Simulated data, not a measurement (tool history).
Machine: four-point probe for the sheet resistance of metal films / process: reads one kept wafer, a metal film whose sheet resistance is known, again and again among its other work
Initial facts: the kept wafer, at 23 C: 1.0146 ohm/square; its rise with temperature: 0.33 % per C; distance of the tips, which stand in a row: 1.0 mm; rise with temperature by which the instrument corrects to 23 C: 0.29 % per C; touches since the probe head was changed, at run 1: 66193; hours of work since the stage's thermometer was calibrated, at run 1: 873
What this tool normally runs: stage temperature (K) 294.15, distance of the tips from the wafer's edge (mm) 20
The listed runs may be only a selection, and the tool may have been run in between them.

| run | hour | stage temperature (K) | distance of the tips from the wafer's edge (mm) | touches since the probe head was changed | hours of work since the stage's thermometer was calibrated | sheet resistance as the instrument gives it (ohm/square) |
|---|---|---|---|---|---|---|
| 1 | 0.0 | 294.15 | 20 | 66193 | 873 | 1.015066 |
| 2 | 84.0 | 294.15 | 20 | 70503 | 936 | 1.015123 |
| 3 | 148.8 | 294.15 | 20 | 73829 | 985 | 1.015167 |
| 4 | 200.4 | 294.15 | 20 | 76479 | 1024 | 1.015621 |
| 5 | 283.2 | 294.15 | 20 | 80725 | 1086 | 1.015068 |
| 6 | 343.6 | 294.15 | 20 | 83824 | 1132 | 1.014865 |
| 7 | 411.1 | 293.15 | 60 | 87289 | 1182 | 1.013227 |
|  | 480.3 | new probe head fitted |
| 8 | 496.9 | 293.15 | 8 | 851 | 1246 | 1.021651 |
| 9 | 553.8 | 295.15 | 12 | 3771 | 1289 | 1.018011 |
| 10 | 606.9 | 302.15 | 7 | 6495 | 1329 | 1.027962 |
| 11 | 672.4 | 304.15 | 20 | 9855 | 1378 | 1.018808 |
|  | 734.7 | stage's thermometer calibrated |
| 12 | 734.7 | 301.15 | 20 | 13029 | 0 | 1.018134 |

Alternative continuations, all from the tool just after run 12; predict every row:
| A | 836.3 | 307.15 | 34 | 18242 | 76 | ? |
| B | 836.3 | 296.15 | 41 | 18242 | 76 | ? |
| C | 836.3 | 305.15 | 11 | 18242 | 76 | ? |

| run | sheet resistance as the instrument gives it (ohm/square) |
|---|---|
| A | 1.019154 |
| B | 1.015175 |
| C | 1.022653 |
What these runs would have given with no unlogged condition in the tool:
| run | sheet resistance as the instrument gives it (ohm/square) |
|---|---|
| A | 1.019144 |
| B | 1.015165 |
| C | 1.022643 |

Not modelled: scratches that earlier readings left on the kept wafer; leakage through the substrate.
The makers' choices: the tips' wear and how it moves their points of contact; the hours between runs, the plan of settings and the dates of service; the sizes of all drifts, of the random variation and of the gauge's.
